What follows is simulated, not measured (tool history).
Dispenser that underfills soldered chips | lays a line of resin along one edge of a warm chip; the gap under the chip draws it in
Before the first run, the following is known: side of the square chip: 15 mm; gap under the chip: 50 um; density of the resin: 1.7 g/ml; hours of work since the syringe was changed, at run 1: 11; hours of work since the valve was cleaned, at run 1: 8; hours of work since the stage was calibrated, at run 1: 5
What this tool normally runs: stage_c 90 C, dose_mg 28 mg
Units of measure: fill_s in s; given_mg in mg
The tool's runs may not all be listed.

run    day  stage_c  dose_mg  hours of work since the syringe was changed  hours of work since the valve was cleaned  hours of work since the stage was calibrated  fill_s  given_mg
  1      0       90       28                                           11                                          8                                             5   476.9     27.87
     0.067  -- new syringe of resin
  2  0.204       90       28                                            2                                         11                                             8   233.4     27.81
  3  0.388       90       28                                            5                                         14                                            11   295.2     27.89
  4  0.492       90     34.6                                            7                                         15                                            13   341.3     34.42
  5  0.667       90     34.6                                           10                                         18                                            16   434.4     34.35
  6  0.767       90     34.6                                           11                                         20                                            18   511.5     34.34
       0.8  -- new syringe of resin
  7  0.888       90       28                                            1                                         22                                            19   216.6     27.75
  8  1.058       90       28                                            4                                         24                                            22   277.4     27.69
  9  1.258       90       28                                            7                                         28                                            25   379.1     27.71
 10  1.429       90     33.6                                           10                                         30                                            28   464.1     33.17
     1.525  -- new syringe of resin
 11  1.575       90       28                                            1                                         33                                            30     202     27.79
 12  1.725       82       28                                            3                                         35                                            33   314.7      27.6
 13  1.938       90       28                                            7                                         38                                            36   349.9     27.63
 14  2.062       90       28                                            9                                         40                                            38   405.7     27.65
     2.254  -- new syringe of resin
 15  2.262       90       28                                            0                                         44                                            41   192.6     27.64
 16  2.488       90       28                                            4                                         47                                            45   267.1     27.63
 17  2.658       90       28                                            6                                         50                                            47   334.9     27.58
 18  2.767       90       28                                            8                                         52                                            49   398.8     27.59
     2.983  -- new syringe of resin
 19  2.992       85     35.2                                            0                                         55                                            53   215.9      34.7
 20  3.142       85     35.2                                            3                                         58                                            55   266.9     34.61
 21  3.312       93       30                                            5                                         60                                            58   276.9     29.51
 22  3.492       89     29.9                                            8                                         63                                            61     398     29.23
     3.704  -- new syringe of resin
 23  3.712       89     29.9                                            0                                         66                                            64   187.8     29.22
 24  3.929      102     31.2                                            4                                         70                                            68   180.3     30.51
 25  4.112       86     32.7                                            7                                         73                                            71   360.7     31.88
     4.242  -- dispensing valve cleaned and set on the balance
 26  4.329       94     27.3                                            9                                          1                                            73   385.9      27.2
     4.471  -- new syringe of resin
 27  4.508       96     24.2                                            1                                          4                                            76   178.1      24.1
 28   4.65       94       28                                            3                                          6                                            78   221.3     27.99
 29  4.796       81       28                                            5                                          9                                            81     384     27.94
 30  4.938       81       28                                            8                                         11                                            83   470.4     27.74
 31  5.046       81       28                                            9                                         13                                            85   557.3     27.82
     5.196  -- new syringe of resin
 32  5.221       81       28                                            0                                         15                                            87   252.4     27.79
 33  5.392       98     33.3                                            3                                         18                                            90   198.2     33.07
 34  5.558      103     26.5                                            6                                         21                                            93   227.1     26.26
 35  5.662       98     28.7                                            8                                         23                                            94   296.6     28.51

Some steps in fill_s, run to run, broken into two amounts with sign: the step expected even without the hidden condition (settings, incoming material, random variation), and the rest, left for the hidden condition together with whatever gauge scatter is not in both the measured and the hidden-condition-free result:
The tool's hidden condition here consists of: resin's viscosity, % of fresh resin's; dose that the valve gives, % of what is set; true chip temperature over the reading, C; drift of the gauge itself on fill_s, %; drift of the gauge itself on given_mg, %.
Run 6 -> 7: dose_mg 34.6 -> 28, new syringe of resin. fill_s -294.9 s: hidden state -295.3, all else +0.4.
Run 10 -> 11: dose_mg 33.6 -> 28, new syringe of resin. fill_s -262.1 s: hidden state -263.8, all else +1.7.
Run 31 -> 32: new syringe of resin. fill_s -304.9 s: hidden state -302.4, all else -2.5.
